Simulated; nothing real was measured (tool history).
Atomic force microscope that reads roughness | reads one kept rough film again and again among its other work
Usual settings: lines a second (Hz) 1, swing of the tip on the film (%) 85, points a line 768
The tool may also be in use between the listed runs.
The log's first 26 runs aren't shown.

| run | day | lines a second (Hz) | swing of the tip on the film (%) | points a line | pictures with this tip | hours of work since the height scale was calibrated | roughness of the kept film (nm (root mean square)) |
|---|---|---|---|---|---|---|---|
| 27 | 29.096 | 1.3 | 88 | 342 | 35 | 798 | 2.519 |
| 28 | 30.15 | 1 | 78 | 860 | 72 | 812 | 2.68 |
| 29 | 31.388 | 0.59 | 56 | 399 | 115 | 829 | 2.802 |
| 30 | 32.067 | 0.59 | 56 | 399 | 138 | 838 | 2.769 |
| 31 | 33.054 | 0.86 | 68 | 528 | 172 | 852 | 2.737 |
| 32 | 34.517 | 3.04 | 85 | 471 | 223 | 872 | 2.29 |
| 33 | 35.517 | 1.46 | 89 | 474 | 258 | 886 | 2.482 |
| 34 | 36.325 | 3 | 89 | 498 | 286 | 897 | 2.205 |
|  | 37.4 | new tip fitted |
| 35 | 37.479 | 1.67 | 64 | 498 | 3 | 912 | 2.697 |
| 36 | 38.979 | 1.67 | 64 | 498 | 55 | 933 | 2.693 |
| 37 | 39.704 | 1.67 | 64 | 498 | 80 | 943 | 2.695 |
| 38 | 40.362 | 0.74 | 85 | 850 | 103 | 952 | 2.666 |
| 39 | 41.375 | 0.74 | 85 | 850 | 138 | 965 | 2.665 |

Run 40 comes next. What will it give?
| 40 | 42.521 | 0.74 | 85 | 850 | 177 | 981 | ? |

roughness of the kept film (nm (root mean square)): 2.633
Without the tool's hidden state the same run would have given roughness of the kept film (nm (root mean square)) 2.64.
